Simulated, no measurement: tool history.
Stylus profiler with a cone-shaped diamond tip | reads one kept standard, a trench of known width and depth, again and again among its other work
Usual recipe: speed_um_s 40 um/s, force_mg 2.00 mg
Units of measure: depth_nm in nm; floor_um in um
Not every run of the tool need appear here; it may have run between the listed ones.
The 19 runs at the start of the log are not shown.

run    hour  speed_um_s  force_mg  depth_nm  floor_um
 20   828.9          16      2.00    202.54     17.74
 21   867.2          16      2.00    202.49     17.79
 22   903.4          28      1.25    201.88     17.65
 23   929.2          22      3.37    203.43     17.80
 24   954.2          26      2.57    203.00     17.74
 25   986.3          56      3.56    203.70     17.62
 26  1020.2          56      3.56    203.65     17.60
 27  1054.8         116      2.00    202.72     17.07
 28  1081.1         116      2.00    202.63     17.07
 29  1107.1          76      1.77    202.44     17.30
 30  1167.1          76      1.77    202.38     17.40
 31  1195.1         149      1.39    202.11     16.74
 32  1233.3         149      1.39    202.12     16.71
 33  1284.1          10      0.78    201.63     17.74
 34  1328.3          15      2.97    203.38     17.83
 35  1366.4          26      1.94    202.59     17.67
 36  1421.3          26      1.94    202.64     17.66
 37  1478.6          79      2.83    203.33     17.43
 38  1515.2         136      1.68    202.50     16.90
 39  1566.6          15      5.56    204.97     17.83

4 ways to go on from here, each from the tool as it stands after run 39. What would each give?
  A  1622.9          15      0.71         ?         ?
  B  1622.9          25      3.10         ?         ?
  C  1622.9          15      1.27         ?         ?
  D  1622.9          21      5.56         ?         ?

run  depth_nm  floor_um
  A    201.66     17.66
  B    203.42     17.69
  C    202.13     17.69
  D    204.99     17.75
Had the tool no hidden state, the same runs would have come out as:
run  depth_nm  floor_um
  A    201.22     17.86
  B    202.98     17.89
  C    201.69     17.90
  D    204.55     17.96
